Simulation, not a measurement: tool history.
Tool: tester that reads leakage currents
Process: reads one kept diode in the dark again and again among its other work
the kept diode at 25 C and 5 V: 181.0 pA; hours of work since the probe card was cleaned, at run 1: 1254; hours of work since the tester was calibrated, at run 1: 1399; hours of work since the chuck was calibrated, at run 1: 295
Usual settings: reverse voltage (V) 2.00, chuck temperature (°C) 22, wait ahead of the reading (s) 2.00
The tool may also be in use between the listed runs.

run	hour	reverse voltage (V)	chuck temperature (°C)	wait ahead of the reading (s)	hours of work since the probe card was cleaned	hours of work since the tester was calibrated	hours of work since the chuck was calibrated	current that the tester gives (pA)
1	0.0	2.00	22	2.00	1254	1399	295	88.39
2	83.4	2.00	22	2.00	1293	1438	333	89.10
3	162.7	2.00	22	2.00	1330	1474	370	88.12
4	241.0	2.00	22	2.00	1366	1511	407	88.23
5	317.3	2.00	22	2.00	1402	1546	442	88.06
6	369.0	2.00	22	2.00	1426	1570	466	88.01
7	445.3	2.00	38	2.00	1461	1606	501	357.31
8	498.0	2.00	22	8.64	1486	1630	526	87.24
9	555.2	2.00	22	8.64	1512	1657	552	86.94
10	621.3	2.00	22	8.64	1543	1687	583	87.06
11	683.7	2.00	22	8.64	1572	1716	612	87.28
12	761.4	2.00	22	2.00	1608	1752	648	86.90
13	817.9	2.00	22	2.00	1634	1779	674	86.58
14	892.8	2.00	22	2.00	1669	1813	709	86.76
15	930.6	3.03	38	1.09	1686	1831	727	431.91
16	983.2	3.03	38	1.09	1711	1855	751	430.04
17	1063.8	16.41	38	0.35	1748	1893	789	977.48
18	1144.1	17.80	30	2.74	1786	1930	826	519.51
19	1217.7	17.80	30	2.74	1820	1964	860	521.02
20	1261.3	17.80	30	2.74	1840	1984	880	519.19
21	1322.8	7.32	30	7.74	1868	2013	909	331.33
22	1376.5	7.32	30	7.74	1893	2038	934	331.22
23	1426.8	3.70	22	5.95	1917	2061	957	116.25

Some steps in current that the tester gives (pA) between neighbouring runs. How much of each would the tool show without its hidden state too (settings, what came in, random variation), and how much is left for the hidden state, with any gauge scatter that isn't in both results?
The hidden state here: stray current of the dirty probe card, pA a volt; current scale over the true one, %; true chuck temperature over the reading, C; drift of the gauge itself on leakage_pa, %.
Run 14 -> 15: reverse voltage (V) 2.00 -> 3.03, chuck temperature (°C) 22 -> 38, wait ahead of the reading (s) 2.00 -> 1.09. current that the tester gives (pA) +345.15: hidden state -14.72, all else +359.87.
Run 16 -> 17: reverse voltage (V) 3.03 -> 16.41, wait ahead of the reading (s) 1.09 -> 0.35. current that the tester gives (pA) +547.44: hidden state -10.98, all else +558.42.
Run 17 -> 18: reverse voltage (V) 16.41 -> 17.80, chuck temperature (°C) 38 -> 30, wait ahead of the reading (s) 0.35 -> 2.74. current that the tester gives (pA) -457.97: hidden state +23.47, all else -481.44.
